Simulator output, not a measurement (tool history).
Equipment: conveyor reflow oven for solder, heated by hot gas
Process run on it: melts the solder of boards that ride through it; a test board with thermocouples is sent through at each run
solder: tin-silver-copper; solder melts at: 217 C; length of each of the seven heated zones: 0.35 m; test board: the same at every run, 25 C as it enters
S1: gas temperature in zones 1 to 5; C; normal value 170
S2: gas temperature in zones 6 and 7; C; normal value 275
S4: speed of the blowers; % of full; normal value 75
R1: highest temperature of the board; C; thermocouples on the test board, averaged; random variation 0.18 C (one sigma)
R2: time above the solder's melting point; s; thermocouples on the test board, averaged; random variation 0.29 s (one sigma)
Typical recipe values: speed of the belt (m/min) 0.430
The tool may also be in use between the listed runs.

Run 1, hour 0.0: usual settings. Result: R1 265.8 C, R2 83.5 s.
Run 2, hour 13.3: usual settings. Result: R1 265.8 C, R2 84.0 s.
Run 3, hour 31.0: usual settings but S1 184 C. Result: R1 267.2 C, R2 90.2 s.
Run 4, hour 39.6: usual settings but S1 184 C. Result: R1 267.3 C, R2 90.0 s.
Run 5, hour 51.8: usual settings but S1 184 C. Result: R1 267.4 C, R2 89.7 s.
Run 6, hour 66.3: usual settings. Result: R1 265.7 C, R2 83.7 s.
Run 7, hour 76.9: usual settings. Result: R1 265.6 C, R2 83.6 s.
Run 8, hour 84.6: usual settings but S1 169 C. Result: R1 265.7 C, R2 83.6 s.
Run 9, hour 94.8: usual settings but S1 169 C. Result: R1 266.0 C, R2 83.4 s.
Run 10, hour 108.2: usual settings but S2 266 C. Result: R1 257.4 C, R2 78.6 s.
Run 11, hour 125.4: usual settings but S2 266 C. Result: R1 257.2 C, R2 78.3 s.
Run 12, hour 135.4: usual settings. Result: R1 265.9 C, R2 83.8 s.
Run 13, hour 147.8: usual settings. Result: R1 266.0 C, R2 83.1 s.
Run 14, hour 157.0: usual settings. Result: R1 265.9 C, R2 84.6 s.
Run 15, hour 167.5: usual settings. Result: R1 265.8 C, R2 83.9 s.
Run 16, hour 182.8: usual settings. Result: R1 265.9 C, R2 84.2 s.
Run 17, hour 197.8: usual settings. Result: R1 266.0 C, R2 83.8 s.
Run 18, hour 208.0: usual settings but S1 163 C, S4 80 % of full. Result: R1 265.9 C, R2 81.5 s.
Run 19, hour 216.4: usual settings but S2 263 C, S4 89 % of full. Result: R1 255.9 C, R2 78.4 s.
Run 20, hour 233.3: usual settings but S2 266 C, S4 82 % of full. Result: R1 258.0 C, R2 79.6 s.
Run 21, hour 243.7: usual settings but S2 266 C, S4 59 % of full. Result: R1 254.7 C, R2 75.8 s.
Run 22, hour 257.0: usual settings but S1 182 C, S2 266 C, speed of the belt (m/min) 0.394, S4 59 % of full. Result: R1 258.2 C, R2 91.7 s.
Run 23, hour 270.9: usual settings but speed of the belt (m/min) 0.514. Result: R1 261.1 C, R2 66.3 s.
Run 24, hour 281.3: usual settings but S1 156 C, S2 276 C. Result: R1 265.6 C, R2 78.8 s.
Run 25, hour 291.7: usual settings but S4 63 % of full. Result: R1 264.2 C, R2 82.0 s.
Run 26, hour 300.0: usual settings but S1 164 C, speed of the belt (m/min) 0.458, S4 63 % of full. Result: R1 261.0 C, R2 72.7 s.
Run 27, hour 310.9: usual settings but S1 158 C, speed of the belt (m/min) 0.458, S4 63 % of full. Result: R1 260.4 C, R2 70.0 s.
Run 28, hour 319.1: usual settings but S1 161 C, speed of the belt (m/min) 0.458, S4 62 % of full. Result: R1 260.4 C, R2 71.0 s.
Run 29, hour 333.6: usual settings but S1 161 C, speed of the belt (m/min) 0.458, S4 62 % of full. Result: R1 260.2 C, R2 71.5 s.
Run 30, hour 341.3: usual settings but S1 156 C, S4 81 % of full. Result: R1 265.5 C, R2 79.2 s.

Consider 3 possible next runs. They are alternatives, not a sequence: every one starts from the tool as it was left by run 30. What does each give?
Run A, hour 355.1: usual settings but S1 156 C, S4 68 % of full. Result: R1 ?, R2 ?.
Run B, hour 355.1: usual settings but S1 180 C, S4 64 % of full. Result: R1 ?, R2 ?.
Run C, hour 355.1: usual settings but S1 183 C, speed of the belt (m/min) 0.405. Result: R1 ?, R2 ?.

run     R1    R2
  A  263.0  77.2
  B  265.0  87.0
  C  268.3  96.4
Without the tool's unlogged condition, the same runs would have read:
run     R1    R2
  A  263.0  77.1
  B  265.0  86.9
  C  268.2  96.4
